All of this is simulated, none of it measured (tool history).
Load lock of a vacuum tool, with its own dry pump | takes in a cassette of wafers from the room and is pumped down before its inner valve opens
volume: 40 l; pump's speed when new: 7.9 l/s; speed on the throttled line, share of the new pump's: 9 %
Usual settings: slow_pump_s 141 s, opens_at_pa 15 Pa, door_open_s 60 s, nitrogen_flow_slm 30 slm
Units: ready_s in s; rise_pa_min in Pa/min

run    hour  slow_pump_s  opens_at_pa  door_open_s  nitrogen_flow_slm  incoming humidity of the room's air, %  ready_s  rise_pa_min
  1     0.0          141           15           60                 30                                    44.7    179.8        0.230
  2   299.4          141           15           60                 30                                    48.1    179.1        0.244
  3   789.0          141           15           60                 30                                    43.7    180.1        0.260
  4  1176.7          141           15           60                 30                                    44.6    180.2        0.279
  5  1621.3          141           15           60                 30                                    46.4    180.6        0.313
  6  1947.4          141           15           60                 30                                    46.5    180.7        0.331
  7  2309.1           77           15           60                 30                                    46.3    123.9        0.339
  8  2661.8           77           15           60                 30                                    45.6    124.4        0.369
  9  3074.4           90           15           60                 30                                    42.3    136.6        0.386
 10  3427.1           85           15           60                 30                                    47.5    132.6        0.400
 11  3673.3           85           15           60                 30                                    43.7    132.4        0.419
     3799.4  -- dry pump taken out, an overhauled one fitted
 12  4073.0           85           15           60                 30                                    44.6    122.4        0.447
 13  4334.4          141           11           60                 30                                    44.0    175.5        0.459
 14  4661.1          235           15           60                 30                                    48.4    259.3        0.480
 15  4972.4          177           18           26                 26                                    42.8    205.6        0.494
 16  5319.8          115           15           38                 30                                    41.7    150.7        0.516
 17  5676.6          141           26           60                  5                                    44.5    171.0        0.570
 18  6114.5          237           20          161                 18                                    45.3    259.8        0.601
 19  6543.5          215           28          161                 18                                    42.8    239.3        0.633
 20  6971.4           79           23           60                 30                                    42.2    116.5        0.641
 21  7309.9          141           15          161                 30                                    47.7    176.0        0.690

Run 22 comes next. What will it give?
     7341.2  -- door's seal changed, seat wiped
 22  7718.8          141           12           60                  8                                    46.4        ?            ?

Run 22 gave ready_s 177.3 s, rise_pa_min 0.040 Pa/min.
Without the tool's hidden state the same run would have given ready_s 174.9 s, rise_pa_min 0.033 Pa/min.
